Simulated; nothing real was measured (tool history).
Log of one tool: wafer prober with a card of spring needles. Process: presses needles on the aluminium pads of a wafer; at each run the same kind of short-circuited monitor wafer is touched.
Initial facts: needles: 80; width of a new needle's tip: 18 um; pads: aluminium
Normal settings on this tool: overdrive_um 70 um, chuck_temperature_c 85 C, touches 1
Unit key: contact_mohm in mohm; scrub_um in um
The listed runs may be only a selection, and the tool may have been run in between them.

{"run": 1, "hour": 0.0, "overdrive_um": 70, "chuck_temperature_c": 85, "touches": 1, "contact_mohm": 404, "scrub_um": 17.15}
{"run": 2, "hour": 39.2, "overdrive_um": 70, "chuck_temperature_c": 85, "touches": 1, "contact_mohm": 425, "scrub_um": 17.15}
{"run": 3, "hour": 99.8, "overdrive_um": 70, "chuck_temperature_c": 85, "touches": 1, "contact_mohm": 563, "scrub_um": 17.08}
{"run": 4, "hour": 140.4, "overdrive_um": 70, "chuck_temperature_c": 85, "touches": 1, "contact_mohm": 568, "scrub_um": 17.07}
{"run": 5, "hour": 191.0, "overdrive_um": 70, "chuck_temperature_c": 85, "touches": 1, "contact_mohm": 369, "scrub_um": 17.46}
{"run": 6, "hour": 253.2, "overdrive_um": 70, "chuck_temperature_c": 85, "touches": 1, "contact_mohm": 535, "scrub_um": 17.45}
{"run": 7, "hour": 292.3, "overdrive_um": 70, "chuck_temperature_c": 85, "touches": 1, "contact_mohm": 544, "scrub_um": 17.42}
{"run": 8, "hour": 341.7, "overdrive_um": 70, "chuck_temperature_c": 85, "touches": 1, "contact_mohm": 309, "scrub_um": 17.38}
{"run": 9, "hour": 388.6, "overdrive_um": 70, "chuck_temperature_c": 85, "touches": 1, "contact_mohm": 397, "scrub_um": 17.28}
{"run": 10, "hour": 421.6, "overdrive_um": 70, "chuck_temperature_c": 85, "touches": 3, "contact_mohm": 304, "scrub_um": 17.24}
{"run": 11, "hour": 474.5, "overdrive_um": 70, "chuck_temperature_c": 85, "touches": 3, "contact_mohm": 356, "scrub_um": 17.26}
{"run": 12, "hour": 515.8, "overdrive_um": 76, "chuck_temperature_c": 104, "touches": 1, "contact_mohm": 476, "scrub_um": 18.71}
{"run": 13, "hour": 562.8, "overdrive_um": 74, "chuck_temperature_c": 50, "touches": 1, "contact_mohm": 499, "scrub_um": 18.2}
{"run": 14, "hour": 606.0, "overdrive_um": 74, "chuck_temperature_c": 50, "touches": 1, "contact_mohm": 518, "scrub_um": 18.13}
{"run": 15, "hour": 670.0, "overdrive_um": 70, "chuck_temperature_c": 56, "touches": 1, "contact_mohm": 434, "scrub_um": 17.1}
{"run": 16, "hour": 715.2, "overdrive_um": 70, "chuck_temperature_c": 56, "touches": 1, "contact_mohm": 494, "scrub_um": 17.06}
{"run": 17, "hour": 757.0, "overdrive_um": 85, "chuck_temperature_c": 87, "touches": 3, "contact_mohm": 342, "scrub_um": 20.8}
{"run": 18, "hour": 801.9, "overdrive_um": 85, "chuck_temperature_c": 87, "touches": 3, "contact_mohm": 348, "scrub_um": 20.72}
{"run": 19, "hour": 839.2, "overdrive_um": 88, "chuck_temperature_c": 62, "touches": 2, "contact_mohm": 372, "scrub_um": 21.54}
{"run": 20, "hour": 909.4, "overdrive_um": 88, "chuck_temperature_c": 62, "touches": 2, "contact_mohm": 325, "scrub_um": 22.02}
{"run": 21, "hour": 959.0, "overdrive_um": 62, "chuck_temperature_c": 120, "touches": 2, "contact_mohm": 435, "scrub_um": 15.44}
{"run": 22, "hour": 989.1, "overdrive_um": 55, "chuck_temperature_c": 39, "touches": 2, "contact_mohm": 389, "scrub_um": 13.65}

Taken out of this log: 27 entries between the listed runs. Where each belongs, and how the hidden state differs across it:
Run 1 -> run 2: tips cleaned on abrasive film (hour 31.2)
  debris on the tips, nm: 71 -> 88.3; way that the needles fall short of the set height, um: 1.27 -> 1.37; tips' diameter, um: 19.6 -> 19.64
  difference, measured minus the result without the unlogged condition, contact_mohm: +107 -> +132 mohm; scrub_um: -0.31 -> -0.35 um
Run 2 -> run 3: tips cleaned on abrasive film (hour 68.7)
  debris on the tips, nm: 88.3 -> 180.2; way that the needles fall short of the set height, um: 1.37 -> 1.49; tips' diameter, um: 19.64 -> 19.68
  difference, measured minus the result without the unlogged condition, contact_mohm: +132 -> +270 mohm; scrub_um: -0.35 -> -0.38 um
Run 3 -> run 4: tips cleaned on abrasive film (hour 107.6)
  debris on the tips, nm: 180.2 -> 180; way that the needles fall short of the set height, um: 1.49 -> 1.57; tips' diameter, um: 19.68 -> 19.71
  difference, measured minus the result without the unlogged condition, contact_mohm: +270 -> +272 mohm; scrub_um: -0.38 -> -0.39 um
Run 4 -> run 5: tips cleaned on abrasive film (hour 145.4); height of the first contact set anew (hour 151.4); tips cleaned on abrasive film (hour 185.9)
  debris on the tips, nm: 180 -> 53.5; way that the needles fall short of the set height, um: 1.57 -> 0.1; tips' diameter, um: 19.71 -> 19.79
  difference, measured minus the result without the unlogged condition, contact_mohm: +272 -> +78 mohm; scrub_um: -0.39 -> -0.03 um
Run 5 -> run 6: tips cleaned on abrasive film (hour 225.6)
  debris on the tips, nm: 53.5 -> 168.5; way that the needles fall short of the set height, um: 0.1 -> 0.22; tips' diameter, um: 19.79 -> 19.83
  difference, measured minus the result without the unlogged condition, contact_mohm: +78 -> +243 mohm; scrub_um: -0.03 -> -0.05 um
Run 6 -> run 7: tips cleaned on abrasive film (hour 264.1)
  debris on the tips, nm: 168.5 -> 174.5; way that the needles fall short of the set height, um: 0.22 -> 0.34; tips' diameter, um: 19.83 -> 19.87
  difference, measured minus the result without the unlogged condition, contact_mohm: +243 -> +254 mohm; scrub_um: -0.05 -> -0.08 um
Run 7 -> run 8: tips cleaned on abrasive film (hour 302.9); tips cleaned on abrasive film (hour 341.7)
  debris on the tips, nm: 174.5 -> 12.7; way that the needles fall short of the set height, um: 0.34 -> 0.59; tips' diameter, um: 19.87 -> 19.96
  difference, measured minus the result without the unlogged condition, contact_mohm: +254 -> +20 mohm; scrub_um: -0.08 -> -0.15 um
Run 8 -> run 9: tips cleaned on abrasive film (hour 382.4)
  debris on the tips, nm: 12.7 -> 68.4; way that the needles fall short of the set height, um: 0.59 -> 0.73; tips' diameter, um: 19.96 -> 20
  difference, measured minus the result without the unlogged condition, contact_mohm: +20 -> +104 mohm; scrub_um: -0.15 -> -0.18 um
Run 9 -> run 10: tips cleaned on abrasive film (hour 420.4)
  debris on the tips, nm: 68.4 -> 25; way that the needles fall short of the set height, um: 0.73 -> 0.83; tips' diameter, um: 20 -> 20.04
  difference, measured minus the result without the unlogged condition, contact_mohm: +104 -> +15 mohm; scrub_um: -0.18 -> -0.21 um
Run 10 -> run 11: tips cleaned on abrasive film (hour 461.1)
  debris on the tips, nm: 25 -> 115.6; way that the needles fall short of the set height, um: 0.83 -> 0.96; tips' diameter, um: 20.04 -> 20.09
  difference, measured minus the result without the unlogged condition, contact_mohm: +15 -> +65 mohm; scrub_um: -0.21 -> -0.24 um
Run 11 -> run 12: tips cleaned on abrasive film (hour 501.3)
  debris on the tips, nm: 115.6 -> 134.1; way that the needles fall short of the set height, um: 0.96 -> 1.06; tips' diameter, um: 20.09 -> 20.12
  difference, measured minus the result without the unlogged condition, contact_mohm: +65 -> +174 mohm; scrub_um: -0.24 -> -0.26 um
Run 12 -> run 13: tips cleaned on abrasive film (hour 544.1)
  debris on the tips, nm: 134.1 -> 145.6; way that the needles fall short of the set height, um: 1.06 -> 1.17; tips' diameter, um: 20.12 -> 20.16
  difference, measured minus the result without the unlogged condition, contact_mohm: +174 -> +215 mohm; scrub_um: -0.26 -> -0.29 um
Run 13 -> run 14: tips cleaned on abrasive film (hour 582.0)
  debris on the tips, nm: 145.6 -> 163.1; way that the needles fall short of the set height, um: 1.17 -> 1.29; tips' diameter, um: 20.16 -> 20.2
  difference, measured minus the result without the unlogged condition, contact_mohm: +215 -> +239 mohm; scrub_um: -0.29 -> -0.33 um
Run 14 -> run 15: tips cleaned on abrasive film (hour 621.7); tips cleaned on abrasive film (hour 659.5)
  debris on the tips, nm: 163.1 -> 89.8; way that the needles fall short of the set height, um: 1.29 -> 1.51; tips' diameter, um: 20.2 -> 20.28
  difference, measured minus the result without the unlogged condition, contact_mohm: +239 -> +149 mohm; scrub_um: -0.33 -> -0.38 um
Run 15 -> run 16: tips cleaned on abrasive film (hour 701.2)
  debris on the tips, nm: 89.8 -> 124.7; way that the needles fall short of the set height, um: 1.51 -> 1.65; tips' diameter, um: 20.28 -> 20.33
  difference, measured minus the result without the unlogged condition, contact_mohm: +149 -> +208 mohm; scrub_um: -0.38 -> -0.41 um
Run 16 -> run 17: tips cleaned on abrasive film (hour 741.0)
  debris on the tips, nm: 124.7 -> 130.7; way that the needles fall short of the set height, um: 1.65 -> 1.75; tips' diameter, um: 20.33 -> 20.36
  difference, measured minus the result without the unlogged condition, contact_mohm: +208 -> +53 mohm; scrub_um: -0.41 -> -0.44 um
Run 17 -> run 18: tips cleaned on abrasive film (hour 784.1)
  debris on the tips, nm: 130.7 -> 143; way that the needles fall short of the set height, um: 1.75 -> 1.84; tips' diameter, um: 20.36 -> 20.39
  difference, measured minus the result without the unlogged condition, contact_mohm: +53 -> +59 mohm; scrub_um: -0.44 -> -0.46 um
Run 18 -> run 19: tips cleaned on abrasive film (hour 825.2)
  debris on the tips, nm: 143 -> 132.1; way that the needles fall short of the set height, um: 1.84 -> 1.96; tips' diameter, um: 20.39 -> 20.43
  difference, measured minus the result without the unlogged condition, contact_mohm: +59 -> +88 mohm; scrub_um: -0.46 -> -0.49 um
Run 19 -> run 20: tips cleaned on abrasive film (hour 865.5); height of the first contact set anew (hour 865.8); tips cleaned on abrasive film (hour 903.8)
  debris on the tips, nm: 132.1 -> 68.8; way that the needles fall short of the set height, um: 1.96 -> 0.08; tips' diameter, um: 20.43 -> 20.5
  difference, measured minus the result without the unlogged condition, contact_mohm: +88 -> +44 mohm; scrub_um: -0.49 -> -0.02 um
Run 20 -> run 21: tips cleaned on abrasive film (hour 944.3)
  debris on the tips, nm: 68.8 -> 111.9; way that the needles fall short of the set height, um: 0.08 -> 0.2; tips' diameter, um: 20.5 -> 20.54
  difference, measured minus the result without the unlogged condition, contact_mohm: +44 -> +126 mohm; scrub_um: -0.02 -> -0.05 um
Run 21 -> run 22: tips cleaned on abrasive film (hour 984.5)
  debris on the tips, nm: 111.9 -> 65.3; way that the needles fall short of the set height, um: 0.2 -> 0.28; tips' diameter, um: 20.54 -> 20.57
  difference, measured minus the result without the unlogged condition, contact_mohm: +126 -> +106 mohm; scrub_um: -0.05 -> -0.07 um

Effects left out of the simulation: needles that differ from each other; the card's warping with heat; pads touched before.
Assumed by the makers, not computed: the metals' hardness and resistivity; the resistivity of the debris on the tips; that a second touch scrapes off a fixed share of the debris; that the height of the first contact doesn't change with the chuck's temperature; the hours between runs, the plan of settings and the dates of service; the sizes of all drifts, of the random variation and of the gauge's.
